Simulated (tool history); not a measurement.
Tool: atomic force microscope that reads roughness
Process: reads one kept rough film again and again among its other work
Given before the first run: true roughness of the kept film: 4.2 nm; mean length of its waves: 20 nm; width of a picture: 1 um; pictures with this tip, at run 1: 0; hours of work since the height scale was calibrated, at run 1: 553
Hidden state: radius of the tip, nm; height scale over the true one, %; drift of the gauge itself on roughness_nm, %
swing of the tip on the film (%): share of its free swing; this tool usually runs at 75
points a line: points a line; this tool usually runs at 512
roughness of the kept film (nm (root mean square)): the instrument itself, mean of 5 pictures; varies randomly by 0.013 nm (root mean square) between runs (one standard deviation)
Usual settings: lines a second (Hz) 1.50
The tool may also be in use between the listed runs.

run	hour	lines a second (Hz)	swing of the tip on the film (%)	points a line	pictures with this tip	hours of work since the height scale was calibrated	roughness of the kept film (nm (root mean square))
1	0.0	1.50	75	512	0	553	2.980
2	16.2	1.50	75	512	37	566	2.733
3	34.0	1.50	75	512	78	580	2.439
4	49.3	1.50	75	512	113	592	2.251
5	59.3	1.50	75	512	136	600	2.142
6	78.9	1.50	75	512	180	615	1.976
7	93.2	1.50	75	512	213	626	1.837
8	104.1	0.98	75	512	238	635	1.797
9	112.5	0.98	75	512	257	641	1.727
10	128.4	1.50	75	512	293	654	1.601
# hour 135.9: new tip fitted
11	143.5	1.50	75	272	17	665	2.813
12	160.0	1.50	75	272	55	678	2.539
13	176.6	1.50	75	272	93	691	2.309
14	192.2	1.50	75	272	128	703	2.145
15	203.1	1.50	75	272	153	712	2.032
16	222.4	1.50	64	272	197	727	1.929
17	239.2	2.57	75	512	235	740	1.730
18	255.1	1.50	75	501	272	753	1.713
# hour 271.5: new tip fitted
19	272.7	1.50	75	296	3	766	2.928
20	286.4	1.50	75	681	34	777	2.723
21	304.4	1.50	81	681	75	791	2.411
22	318.8	1.50	81	681	107	802	2.246
23	329.5	1.50	75	512	132	811	2.183
24	338.6	1.50	75	512	153	818	2.075
25	356.5	1.50	75	512	193	832	1.921
26	373.8	1.50	59	512	233	845	1.852
27	393.4	1.50	59	512	277	861	1.724
# hour 408.1: new tip fitted
28	412.7	0.52	87	271	10	875	2.909
29	421.5	0.52	87	271	30	882	2.755
30	440.7	1.70	78	815	74	897	2.459
31	453.4	1.70	78	815	103	907	2.267
32	465.1	0.83	66	305	130	916	2.246
33	483.6	0.67	72	680	172	931	2.105
34	494.5	0.55	72	719	197	939	2.028
35	513.9	0.55	72	719	241	955	1.856
36	524.2	1.50	63	909	264	963	1.782
37	540.0	1.16	67	909	300	975	1.682
# hour 544.3: new tip fitted
38	557.5	0.70	67	909	30	988	2.892
39	573.1	1.14	67	909	66	1001	2.594
40	582.7	0.94	70	909	87	1008	2.457
41	602.8	1.50	78	512	133	1024	2.110
42	623.0	1.50	79	278	179	1040	1.893
43	635.0	2.43	67	512	207	1049	1.884
44	645.8	1.05	73	896	231	1057	1.850
45	657.3	1.05	73	896	257	1066	1.798
46	677.3	1.05	73	896	303	1082	1.629
# hour 680.5: new tip fitted
47	688.9	1.05	73	896	19	1091	2.961
48	708.9	0.76	73	458	65	1106	2.645
49	718.8	1.10	75	777	88	1114	2.501
50	734.0	2.96	78	512	122	1126	2.065
51	746.1	2.96	78	512	150	1136	1.976
52	755.7	2.96	78	512	172	1143	1.891

Branching from run 52: 3 alternative next runs. What would each branch give?
A	772.2	3.70	78	949	209	1156	?
B	772.2	1.50	70	387	209	1156	?
C	772.2	3.72	74	364	209	1156	?

run	roughness of the kept film (nm (root mean square))
A	1.727
B	1.965
C	1.763
What these runs would have given with no unlogged condition in the tool:
run	roughness of the kept film (nm (root mean square))
A	2.719
B	3.088
C	2.774
